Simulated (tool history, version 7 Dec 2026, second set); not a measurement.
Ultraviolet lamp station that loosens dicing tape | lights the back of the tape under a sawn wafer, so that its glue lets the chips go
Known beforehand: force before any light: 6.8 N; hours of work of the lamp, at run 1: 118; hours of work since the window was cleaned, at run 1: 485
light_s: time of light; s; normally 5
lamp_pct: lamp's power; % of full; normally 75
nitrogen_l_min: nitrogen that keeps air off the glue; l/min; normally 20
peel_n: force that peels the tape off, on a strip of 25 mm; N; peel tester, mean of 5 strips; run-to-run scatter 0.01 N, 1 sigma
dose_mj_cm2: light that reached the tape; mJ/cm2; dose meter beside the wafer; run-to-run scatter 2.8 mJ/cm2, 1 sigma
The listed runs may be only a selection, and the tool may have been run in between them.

run	hour	light_s	lamp_pct	nitrogen_l_min	hours of work of the lamp	hours of work since the window was cleaned	peel_n	dose_mj_cm2
1	0.0	5	75	20	118	485	0.611	350
2	17.0	5	75	20	129	496	0.608	345
3	38.0	5	75	20	143	509	0.622	344
4	55.6	5	75	20	154	521	0.630	344
5	75.5	8	75	20	167	533	0.177	550
6	90.6	5	75	20	177	543	0.615	345
7	110.5	5	78	20	189	556	0.574	355
8	123.8	5	64	20	198	565	0.898	284
9	141.6	5	64	20	210	576	0.890	283
10	163.5	5	60	20	224	590	1.058	269
# hour 173.1: window cleaned of glue's vapour
11	177.0	5	60	20	232	2	0.850	292
12	194.3	8	91	10	243	14	0.202	713
13	210.5	6	91	7	254	24	0.637	527
14	231.4	3	75	7	267	38	2.486	220
15	251.4	5	65	11	280	51	1.242	316
16	266.8	5	84	31	290	61	0.269	407
17	277.6	4	61	10	297	68	1.944	233
18	287.4	5	64	9	304	74	1.409	304
19	307.5	5	61	20	316	87	0.892	289
20	319.1	8	97	20	324	94	0.096	735
21	337.6	3	75	16	336	106	1.736	213

Hidden state at the last listed run before each entry between runs and at the first one after, where it differs:
Between runs 10 and 11: window cleaned of glue's vapour (hour 173.1)
  lamp's light, % of a new lamp's: 93.8 -> 93.6; light that the window lets through, % of a clean one's: 91 -> 99.8
  the result without the hidden state subtracted from the measured one, peel_n: +0.279 -> +0.110 N; dose_mj_cm2: -46 -> -21 mJ/cm2

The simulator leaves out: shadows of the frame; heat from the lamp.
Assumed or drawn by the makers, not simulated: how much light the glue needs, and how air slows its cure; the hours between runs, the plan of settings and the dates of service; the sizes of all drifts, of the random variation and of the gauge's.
